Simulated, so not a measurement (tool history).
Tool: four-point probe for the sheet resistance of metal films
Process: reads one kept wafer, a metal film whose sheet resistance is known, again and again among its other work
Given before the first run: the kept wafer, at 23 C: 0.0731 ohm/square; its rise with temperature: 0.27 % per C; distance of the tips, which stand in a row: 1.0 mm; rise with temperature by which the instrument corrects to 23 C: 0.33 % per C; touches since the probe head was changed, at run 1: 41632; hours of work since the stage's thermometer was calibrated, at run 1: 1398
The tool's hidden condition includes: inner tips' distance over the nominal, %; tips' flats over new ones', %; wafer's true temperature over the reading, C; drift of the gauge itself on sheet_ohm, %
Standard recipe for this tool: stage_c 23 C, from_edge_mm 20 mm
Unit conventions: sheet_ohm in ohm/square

run   hour  stage_c  from_edge_mm  touches since the probe head was changed  hours of work since the stage's thermometer was calibrated  sheet_ohm
  1    0.0       23            20                                     41632                                                        1398   0.073132
  2   26.2       23            20                                     42304                                                        1412   0.073136
  3   71.8       23            20                                     43473                                                        1436   0.073137
  4   95.7       23            20                                     44085                                                        1449   0.073124
  5  136.8       23            20                                     45139                                                        1471   0.073144
  6  186.9       23            20                                     46421                                                        1498   0.073168
  7  234.5       24            20                                     47642                                                        1523   0.073107
  8  275.3       24            20                                     48686                                                        1545   0.073098
  9  312.8       23            39                                     49647                                                        1565   0.073079
 10  349.7       19            58                                     50594                                                        1585   0.073273
 11  401.7       24            13                                     51927                                                        1612   0.073240
 12  429.9       24            13                                     52648                                                        1627   0.073233
 13  471.9       24            33                                     53725                                                        1650   0.073061
 14  514.1       23             7                                     54806                                                        1672   0.073865
     530.9  -- stage's thermometer calibrated
 15  551.1       23             7                                     55741                                                          11   0.073855
 16  587.5       23             7                                     56676                                                          30   0.073812
 17  609.9       22            14                                     57249                                                          42   0.073302

Table of differences, measured result less the result of that run with no hidden state. Run-to-run variation is the same in both. Gauge scatter possibly is not:
run  sheet_ohm
  1  -0.000062
  2  -0.000061
  3  -0.000058
  4  -0.000056
  5  -0.000054
  6  -0.000051
  7  -0.000048
  8  -0.000045
  9  -0.000043
 10  -0.000040
 11  -0.000038
 12  -0.000036
 13  -0.000033
 14  -0.000030
 15  -0.000073
 16  -0.000071
 17  -0.000069

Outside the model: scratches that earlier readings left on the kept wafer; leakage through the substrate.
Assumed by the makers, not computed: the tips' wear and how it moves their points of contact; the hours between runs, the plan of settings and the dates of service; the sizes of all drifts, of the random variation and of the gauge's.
